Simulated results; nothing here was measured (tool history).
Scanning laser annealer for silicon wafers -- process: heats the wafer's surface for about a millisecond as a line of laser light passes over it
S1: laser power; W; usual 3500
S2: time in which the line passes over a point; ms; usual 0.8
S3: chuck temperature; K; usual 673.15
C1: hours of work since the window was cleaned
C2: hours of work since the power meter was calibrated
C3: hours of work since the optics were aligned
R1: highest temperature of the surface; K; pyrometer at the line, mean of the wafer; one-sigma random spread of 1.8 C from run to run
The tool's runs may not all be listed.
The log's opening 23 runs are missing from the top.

run 24 hour=321.3 | S1=3056 S2=0.707 S3=700.15 | C1=302 C2=351 C3=1251 | R1=1327.15
run 25 hour=332.9 | S1=3716 S2=0.707 S3=700.15 | C1=310 C2=358 C3=1258 | R1=1474.15
run 26 hour=347.3 | S1=3716 S2=0.707 S3=700.15 | C1=319 C2=367 C3=1268 | R1=1470.15
-- hour=354 optics aligned, line set to its width
run 27 hour=363.7 | S1=3716 S2=0.707 S3=700.15 | C1=327 C2=375 C3=6 | R1=1469.15
run 28 hour=372.3 | S1=3716 S2=0.617 S3=701.15 | C1=332 C2=380 C3=12 | R1=1422.15
run 29 hour=384.3 | S1=3500 S2=0.909 S3=673.15 | C1=340 C2=388 C3=19 | R1=1492.15
run 30 hour=398.8 | S1=2987 S2=0.903 S3=691.15 | C1=349 C2=397 C3=29 | R1=1380.15
run 31 hour=413.9 | S1=2987 S2=0.903 S3=691.15 | C1=359 C2=407 C3=38 | R1=1379.15
run 32 hour=424.8 | S1=3799 S2=0.678 S3=707.15 | C1=366 C2=414 C3=46 | R1=1479.15
run 33 hour=432.4 | S1=3799 S2=0.678 S3=707.15 | C1=371 C2=419 C3=50 | R1=1476.15
run 34 hour=448.7 | S1=3268 S2=0.8 S3=673.15 | C1=381 C2=429 C3=61 | R1=1383.15
-- hour=463.3 optics aligned, line set to its width, once more
run 35 hour=464.5 | S1=3268 S2=0.802 S3=697.15 | C1=388 C2=436 C3=1 | R1=1414.15
run 36 hour=477.5 | S1=3585 S2=0.99 S3=700.15 | C1=396 C2=445 C3=9 | R1=1583.15
run 37 hour=486 | S1=3112 S2=0.654 S3=673.15 | C1=402 C2=450 C3=15 | R1=1289.15
run 38 hour=500.5 | S1=3112 S2=0.575 S3=712.15 | C1=411 C2=459 C3=24 | R1=1289.15
run 39 hour=517.2 | S1=2980 S2=0.867 S3=670.15 | C1=422 C2=470 C3=35 | R1=1344.15
run 40 hour=535.5 | S1=3742 S2=0.676 S3=706.15 | C1=434 C2=482 C3=46 | R1=1464.15
run 41 hour=546.4 | S1=3742 S2=0.676 S3=706.15 | C1=441 C2=489 C3=53 | R1=1463.15

Each row is a separate what-if for the run after 41, all from the same tool condition, not one after another. Results?
run A hour=563.8 | S1=3069 S2=0.895 S3=706.15 | C1=452 C2=500 C3=65 | R1=?
run B hour=563.8 | S1=3733 S2=0.676 S3=706.15 | C1=452 C2=500 C3=65 | R1=?
run C hour=563.8 | S1=3223 S2=0.8 S3=684.15 | C1=452 C2=500 C3=65 | R1=?

run=A R1=1411.15
run=B R1=1462.15
run=C R1=1388.15
What these runs would have given with no unlogged condition in the tool:
run=A R1=1429.15
run=B R1=1481.15
run=C R1=1406.15

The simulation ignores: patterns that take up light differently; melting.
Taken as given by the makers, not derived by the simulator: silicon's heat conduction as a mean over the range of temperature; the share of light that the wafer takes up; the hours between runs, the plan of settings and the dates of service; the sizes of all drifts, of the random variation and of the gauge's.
